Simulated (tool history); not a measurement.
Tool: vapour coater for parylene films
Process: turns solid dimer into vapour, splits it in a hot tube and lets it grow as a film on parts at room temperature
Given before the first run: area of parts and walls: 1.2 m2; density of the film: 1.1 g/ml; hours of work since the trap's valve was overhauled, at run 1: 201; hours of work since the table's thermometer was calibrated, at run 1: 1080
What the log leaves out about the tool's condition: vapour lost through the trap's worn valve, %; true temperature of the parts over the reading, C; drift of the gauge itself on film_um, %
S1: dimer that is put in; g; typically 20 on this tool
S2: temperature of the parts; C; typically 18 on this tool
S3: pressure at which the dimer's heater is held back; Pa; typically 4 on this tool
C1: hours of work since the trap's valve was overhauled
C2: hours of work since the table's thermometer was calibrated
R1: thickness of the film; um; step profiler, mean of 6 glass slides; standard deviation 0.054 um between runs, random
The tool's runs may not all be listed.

run,day,S1,S2,S3,C1,C2,R1
1,0,20,18,4,201,1080,9.1
2,2.354,20,18,4,228,1107,9.11
3,4.112,20,18,4,248,1127,9.16
4,6.833,20,18,4,279,1158,8.93
5,9.488,20,18,4,310,1188,9.17
6,11.233,20,18,4,330,1208,9.06
7,12.921,20,18,4,349,1228,9
8,15.8,20,18,4,382,1261,9.03
9,17.775,20,18,4,404,1283,9.05
10,20.546,20,18,4,436,1315,9.01
11,23.421,20,18,4,469,1348,9.02
12,25.079,20,18,4,488,1366,8.92
13,26.517,20,18,4,504,1383,9.04
14,28.579,20,27,2.59,528,1406,6.53
15,30.808,27,21,3.1,553,1432,11.17
16,32.779,26,21,2.03,575,1454,11.67
17,34.408,31,11,2.87,594,1473,20.47
18,35.779,31,11,2.87,610,1489,20.51
19,37.038,27,18,2.29,624,1503,13.7
20,38.729,27,18,2.29,643,1522,13.65
21,41.171,20,11,3.68,671,1550,12.51
22,42.517,20,11,3.68,687,1565,12.46
# day 43.075: trap's valve overhauled
# day 43.292: gauge calibrated
23,45.167,11,12,3.68,24,1594,6.78

Predict each of these 4 candidate next runs independently; none follows another, all start after run 23:
A,47.854,20,10,10.12,55,1625,?
B,47.854,24,14,3.03,55,1625,?
C,47.854,11,19,3.68,55,1625,?
D,47.854,12,18,3.68,55,1625,?

run,R1
A,10.73
B,14.05
C,4.89
D,5.61
Without the tool's hidden state the same runs would have given:
run,R1
A,10.76
B,14.08
C,4.9
D,5.63

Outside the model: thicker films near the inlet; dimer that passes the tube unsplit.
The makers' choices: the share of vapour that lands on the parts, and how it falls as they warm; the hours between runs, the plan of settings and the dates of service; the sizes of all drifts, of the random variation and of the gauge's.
